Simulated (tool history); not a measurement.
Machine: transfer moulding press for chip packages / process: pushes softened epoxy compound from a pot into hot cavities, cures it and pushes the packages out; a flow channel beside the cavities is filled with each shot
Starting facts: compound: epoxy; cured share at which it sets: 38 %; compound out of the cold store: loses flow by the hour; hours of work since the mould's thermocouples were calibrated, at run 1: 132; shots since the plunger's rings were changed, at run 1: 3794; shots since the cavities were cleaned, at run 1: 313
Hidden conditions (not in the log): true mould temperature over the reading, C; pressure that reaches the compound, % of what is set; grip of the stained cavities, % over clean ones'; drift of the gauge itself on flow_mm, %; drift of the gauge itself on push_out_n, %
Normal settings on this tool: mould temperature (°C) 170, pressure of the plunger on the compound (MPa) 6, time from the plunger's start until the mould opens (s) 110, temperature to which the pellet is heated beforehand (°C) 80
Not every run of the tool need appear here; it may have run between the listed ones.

run   hour  mould temperature (°C)  pressure of the plunger on the compound (MPa)  time from the plunger's start until the mould opens (s)  temperature to which the pellet is heated beforehand (°C)  hours of work since the mould's thermocouples were calibrated  shots since the plunger's rings were changed  shots since the cavities were cleaned  incoming compound's hours out of the cold store  length that the compound runs in the flow channel (mm)  greatest force on the pins that push the packages out (N)
  1      0                     170                                              6                                                      110                                                         80                                                            132                                          3794                                    313                                             27.3                                                     956                                                        240
  2    6.7                     170                                              6                                                      110                                                         80                                                            135                                          3853                                    372                                             20.2                                                     981                                                        241
      20.1  -- cavities cleaned with cleaning compound and waxed
  3   22.2                     170                                              6                                                      110                                                         80                                                            142                                          3976                                     19                                             21.5                                                     962                                                        237
  4   30.4                     170                                              6                                                      110                                                         83                                                            146                                          4047                                     90                                             33.4                                                     896                                                        229
  5     41                     170                                              6                                                      110                                                         83                                                            151                                          4140                                    183                                             23.5                                                     958                                                        230
  6   51.3                     170                                              6                                                      110                                                         83                                                            156                                          4230                                    273                                             18.7                                                     969                                                        239
  7   67.1                     170                                              6                                                      114                                                         80                                                            164                                          4368                                    411                                             31.9                                                     910                                                        227
  8   73.6                     170                                           6.64                                                      110                                                         80                                                            167                                          4426                                    469                                             36.4                                                     929                                                        232
      75.8  -- cavities cleaned with cleaning compound and waxed
  9   88.6                     170                                           4.55                                                      110                                                         80                                                            173                                          4544                                    113                                             30.3                                                     787                                                        238
 10  100.8                     170                                              6                                                      110                                                         80                                                            179                                          4650                                    219                                             18.7                                                     969                                                        243
 11  110.9                     170                                              6                                                      110                                                         80                                                            184                                          4739                                    308                                             20.2                                                     976                                                        226
 12    121                     170                                              6                                                      110                                                         83                                                            189                                          4827                                    396                                             19.4                                                     972                                                        236
 13  128.8                     170                                              6                                                      110                                                         83                                                            193                                          4896                                    465                                             46.7                                                     852                                                        242
     131.5  -- cavities cleaned with cleaning compound and waxed
 14  144.5                     170                                           4.81                                                      110                                                         84                                                            200                                          5020                                    114                                              8.6                                                     921                                                        232
 15  157.2                     163                                           4.81                                                      119                                                         84                                                            206                                          5131                                    225                                             29.9                                                     858                                                        297
 16  164.7                     166                                            5.5                                                      110                                                         76                                                            210                                          5197                                    291                                             32.7                                                     879                                                        267
 17  175.3                     166                                            5.5                                                      110                                                         76                                                            215                                          5289                                    383                                             39.3                                                     858                                                        282
 18  181.9                     166                                           6.32                                                      148                                                         88                                                            218                                          5348                                    442                                             14.7                                                    1038                                                        219
     186.8  -- cavities cleaned with cleaning compound and waxed
 19  196.9                     166                                           6.32                                                      148                                                         88                                                            225                                          5465                                     88                                             14.2                                                    1044                                                        211
 20  211.3                     166                                           6.32                                                      148                                                         88                                                            232                                          5592                                    215                                             34.1                                                     948                                                        216
 21  217.9                     165                                           7.44                                                      123                                                         84                                                            235                                          5649                                    272                                             28.1                                                    1063                                                        250
 22    227                     168                                              6                                                      110                                                         82                                                            239                                          5729                                    352                                             35.6                                                     905                                                        255

Forecast each of these 4 alternatives for the next run:
  A  240.2                     168                                           6.97                                                      110                                                         80                                                            246                                          5845                                    468                                             30.1                                                       ?                                                          ?
  B  240.2                     170                                              6                                                       98                                                         80                                                            246                                          5845                                    468                                             29.8                                                       ?                                                          ?
  C  240.2                     170                                              6                                                       92                                                         80                                                            246                                          5845                                    468                                             14.1                                                       ?                                                          ?
  D  240.2                     166                                              6                                                      110                                                         83                                                            246                                          5845                                    468                                             22.1                                                       ?                                                          ?

run  length that the compound runs in the flow channel (mm)  greatest force on the pins that push the packages out (N)
  A                                                    1011                                                        260
  B                                                     915                                                        271
  C                                                     997                                                        305
  D                                                     976                                                        295
What these runs would have given with no unlogged condition in the tool:
run  length that the compound runs in the flow channel (mm)  greatest force on the pins that push the packages out (N)
  A                                                    1013                                                        256
  B                                                     917                                                        267
  C                                                     999                                                        300
  D                                                     978                                                        290
